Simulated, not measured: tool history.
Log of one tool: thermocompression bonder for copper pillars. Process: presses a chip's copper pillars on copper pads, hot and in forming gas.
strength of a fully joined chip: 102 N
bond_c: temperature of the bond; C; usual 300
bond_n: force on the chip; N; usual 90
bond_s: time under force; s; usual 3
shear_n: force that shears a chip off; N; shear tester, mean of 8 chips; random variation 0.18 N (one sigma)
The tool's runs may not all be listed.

run     day  bond_c  bond_n  bond_s  shear_n
  1   0.000     300      90       3     65.1
  2   0.500     300      90       3     65.4
  3   1.083     300      90       3     65.4
  4   1.717     300      90       3     64.9
  5   2.117     327      90       3     79.3
  6   3.079     311      90       3     71.2
  7   3.921     300      90       3     65.1
  8   4.858     300      90       3     64.8
  9   5.408     300     120       3     71.8
 10   6.021     300      90       8     82.1
 11   6.783     300      90       8     81.7
 12   7.475     300      90       7     79.3
 13   8.104     300      90       7     79.2
 14   8.754     300      90       3     64.4
 15   9.492     300      90       3     64.6
 16  10.458     300      54       3     52.3
 17  11.112     300      54       3     52.6
 18  11.767     300      90       4     69.7
 19  12.262     300      90       4     69.2
     12.412  -- heater calibrated with a thermocouple chip
 20  12.846     300      90       4     69.7
 21  13.642     325      75       7     85.6
     14.046  -- forming gas filter changed
 22  14.346     276      90       3     52.8
 23  15.142     299      61       7     72.3
 24  15.854     300      60       8     74.9
 25  16.475     300     114       2     64.3
 26  16.938     300     114       2     64.6
 27  17.825     329     114       2     79.7
     18.158  -- heater calibrated with a thermocouple chip, once more
 28  18.325     272     114       4     57.9
 29  18.996     272     114       4     58.1
 30  19.642     272     114       4     58.1
 31  20.542     275      94       2     43.3
 32  20.983     288      90       3     56.8
 33  21.671     272      90       3     47.3
 34  22.608     286      58       3     45.9
 35  23.475     299      66       3     55.6
 36  24.171     319      66       2     59.1
 37  24.804     319      66       2     59.1
 38  25.254     300      70       2     50.3

5 ways to go on from here, each from the tool as it stands after run 38. What would each give?
  A  25.804     300     135       2        ?
  B  25.804     280      81       7        ?
  C  25.804     300      92       9        ?
  D  25.804     315      70       2        ?
  E  25.804     300     108       5        ?

run  shear_n
  A     65.1
  B     64.7
  C     82.6
  D     58.4
  E     76.8
Without the tool's hidden state the same runs would have given:
run  shear_n
  A     67.8
  B     67.4
  C     85.7
  D     61.0
  E     79.8

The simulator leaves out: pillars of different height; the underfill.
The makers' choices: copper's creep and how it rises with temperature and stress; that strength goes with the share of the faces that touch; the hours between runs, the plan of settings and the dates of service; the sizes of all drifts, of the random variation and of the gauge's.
